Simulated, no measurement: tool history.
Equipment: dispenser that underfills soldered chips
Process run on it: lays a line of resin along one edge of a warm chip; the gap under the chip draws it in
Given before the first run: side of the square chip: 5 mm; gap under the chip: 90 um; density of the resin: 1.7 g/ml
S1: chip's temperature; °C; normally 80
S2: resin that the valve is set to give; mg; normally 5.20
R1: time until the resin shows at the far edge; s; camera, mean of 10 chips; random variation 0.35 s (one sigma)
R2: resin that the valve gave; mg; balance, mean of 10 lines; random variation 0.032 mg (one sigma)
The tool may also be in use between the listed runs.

run	hour	S1	S2	R1	R2
1	0.0	80	5.20	19.4	5.12
2	6.6	80	5.84	23.9	5.70
# hour 8.6: new syringe of resin
3	13.1	80	5.20	21.0	5.12
4	17.4	80	5.20	24.3	5.10
# hour 20.2: new syringe of resin
5	21.2	80	5.20	18.9	5.06
6	26.7	80	5.20	21.7	5.05
# hour 31.8: new syringe of resin
7	31.8	80	5.20	18.3	5.05
8	35.5	67	5.20	34.3	5.06
9	41.7	67	5.20	42.2	5.04
# hour 43.3: new syringe of resin
10	46.6	80	6.13	18.9	5.88
11	50.0	80	6.13	21.2	5.88
# hour 55.3: new syringe of resin
12	56.4	80	5.20	19.2	4.95
# hour 60.0: dispensing valve cleaned and set on the balance
13	62.5	80	5.20	22.0	5.19
# hour 68.2: new syringe of resin
14	68.8	80	5.20	18.6	5.13
15	73.5	89	5.20	14.9	5.11
# hour 80.0: new syringe of resin
16	80.3	80	5.20	18.9	5.07
17	85.6	80	5.20	21.2	5.13
18	90.9	80	5.20	26.0	5.12
# hour 91.7: new syringe of resin
19	97.3	80	6.72	20.7	6.55
20	100.5	69	5.20	37.7	5.11
# hour 103.4: new syringe of resin
21	107.3	70	6.47	29.8	6.27
22	110.2	70	6.47	33.3	6.23
23	113.3	80	5.12	25.3	4.94
# hour 115.3: new syringe of resin
24	117.9	68	5.95	32.6	5.77
25	122.7	69	6.62	34.0	6.34
# hour 125.8: dispensing valve cleaned and set on the balance
26	126.8	68	6.07	40.6	6.03
# hour 127.9: new syringe of resin
27	133.1	75	6.75	25.2	6.68
# hour 139.8: new syringe of resin
28	139.8	71	5.61	25.0	5.51
29	142.8	71	5.61	28.3	5.56
30	146.5	67	4.52	40.4	4.46
# hour 151.8: new syringe of resin
31	152.4	77	4.48	22.0	4.39
32	156.5	77	4.48	25.9	4.35
33	162.5	75	4.48	34.3	4.37
# hour 163.6: new syringe of resin
34	166.1	66	6.50	34.8	6.29
35	169.3	76	5.81	25.1	5.58
36	174.3	94	6.20	14.6	6.02
# hour 175.4: new syringe of resin
37	179.3	94	6.02	11.9	5.81

Below, some changes in R1 between adjacent runs. For each, the amount present without the hidden state too (settings, incoming material, random variation) and the amount remaining for the hidden state with gauge scatter not shared by both compared results:
The hidden state here: resin's viscosity, % of fresh resin's; dose that the valve gives, % of what is set; true chip temperature over the reading, C; drift of the gauge itself on fill_s, %; drift of the gauge itself on given_mg, %.
Run 8 -> 9: no setting touched and nothing written in the log between the runs. R1 +7.9 s: hidden state +7.6, all else +0.3.
Run 9 -> 10: S1 67 -> 80, S2 5.20 -> 6.13, new syringe of resin. R1 -23.3 s: hidden state -9.7, all else -13.6.
Run 19 -> 20: S1 80 -> 69, S2 6.72 -> 5.20. R1 +17.0 s: hidden state +6.2, all else +10.8.
Run 26 -> 27: S1 68 -> 75, S2 6.07 -> 6.75, new syringe of resin. R1 -15.4 s: hidden state -7.9, all else -7.5.
Run 30 -> 31: S1 67 -> 77, S2 4.52 -> 4.48, new syringe of resin. R1 -18.4 s: hidden state -7.5, all else -10.9.
